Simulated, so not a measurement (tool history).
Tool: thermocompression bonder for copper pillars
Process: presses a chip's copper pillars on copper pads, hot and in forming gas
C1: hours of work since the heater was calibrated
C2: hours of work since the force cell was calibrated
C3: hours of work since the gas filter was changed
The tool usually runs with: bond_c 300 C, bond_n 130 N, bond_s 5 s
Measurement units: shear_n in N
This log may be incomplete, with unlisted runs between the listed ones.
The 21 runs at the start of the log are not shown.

Run 22, hour 386.2: usual settings but bond_c 294 C, bond_n 110 N, bond_s 3 s; C1 836; C2 318; C3 358. Result: shear_n 62.3 N.
Run 23, hour 399.7: usual settings but bond_c 287 C, bond_n 98 N, bond_s 3 s; C1 845; C2 327; C3 367. Result: shear_n 52.8 N.
Run 24, hour 412.3: usual settings but bond_c 287 C, bond_n 98 N, bond_s 3 s; C1 853; C2 336; C3 375. Result: shear_n 53.4 N.
Run 25, hour 437.6: usual settings but bond_c 296 C, bond_n 191 N, bond_s 4 s; C1 870; C2 353; C3 392. Result: shear_n 99.7 N.
Run 26, hour 464: usual settings but bond_c 296 C, bond_n 191 N, bond_s 4 s; C1 888; C2 370; C3 410. Result: shear_n 97.6 N.
Run 27, hour 486.4: usual settings but bond_c 296 C, bond_n 191 N, bond_s 4 s; C1 903; C2 385; C3 425. Result: shear_n 98.9 N.
Run 28, hour 508.3: usual settings but bond_s 11 s; C1 918; C2 400; C3 440. Result: shear_n 107.6 N.
At hour 514.6: forming gas filter changed.
Run 29, hour 533.1: usual settings but bond_c 329 C; C1 934; C2 417; C3 12. Result: shear_n 116.1 N.
Run 30, hour 545.3: usual settings but bond_c 292 C, bond_n 137 N; C1 943; C2 425; C3 21. Result: shear_n 85.9 N.
Run 31, hour 571.1: usual settings but bond_c 329 C, bond_n 92 N, bond_s 3 s; C1 960; C2 442; C3 38. Result: shear_n 87.3 N.
Run 32, hour 587.8: usual settings but bond_c 329 C, bond_n 166 N, bond_s 3 s; C1 971; C2 453; C3 49. Result: shear_n 114.5 N.
Run 33, hour 610.1: usual settings but bond_c 310 C, bond_n 90 N; C1 986; C2 468; C3 64. Result: shear_n 82.1 N.
Run 34, hour 631.5: usual settings but bond_c 299 C, bond_n 124 N; C1 1000; C2 483; C3 79. Result: shear_n 88.5 N.
Run 35, hour 658.7: usual settings but bond_n 86 N, bond_s 15 s; C1 1019; C2 501; C3 97. Result: shear_n 97.4 N.
Run 36, hour 679.1: usual settings but bond_c 288 C, bond_n 109 N, bond_s 3 s; C1 1032; C2 515; C3 111. Result: shear_n 59.5 N.
Run 37, hour 690.2: usual settings but bond_c 294 C, bond_n 88 N, bond_s 3 s; C1 1040; C2 522; C3 118. Result: shear_n 55.4 N.
Run 38, hour 708.2: usual settings but bond_c 294 C, bond_n 88 N, bond_s 3 s; C1 1052; C2 534; C3 130. Result: shear_n 55.3 N.
Run 39, hour 727: usual settings but bond_c 324 C, bond_n 85 N, bond_s 7 s; C1 1065; C2 547; C3 143. Result: shear_n 99.6 N.

Alternative continuations, all from the tool just after run 39; predict every row:
Run A, hour 739.3: usual settings but bond_c 324 C, bond_n 107 N, bond_s 7 s; C1 1073; C2 555; C3 151. Result: shear_n ?.
Run B, hour 739.3: usual settings but bond_n 91 N, bond_s 6 s; C1 1073; C2 555; C3 151. Result: shear_n ?.
Run C, hour 739.3: usual settings but bond_c 298 C; C1 1073; C2 555; C3 151. Result: shear_n ?.
Run D, hour 739.3: usual settings but bond_c 324 C, bond_n 171 N, bond_s 6 s; C1 1073; C2 555; C3 151. Result: shear_n ?.

run  shear_n
  A    112.2
  B     78.5
  C     92.1
  D      127
Had the tool no hidden state, the same runs would have come out as:
run  shear_n
  A    106.6
  B     71.7
  C       85
  D    123.3
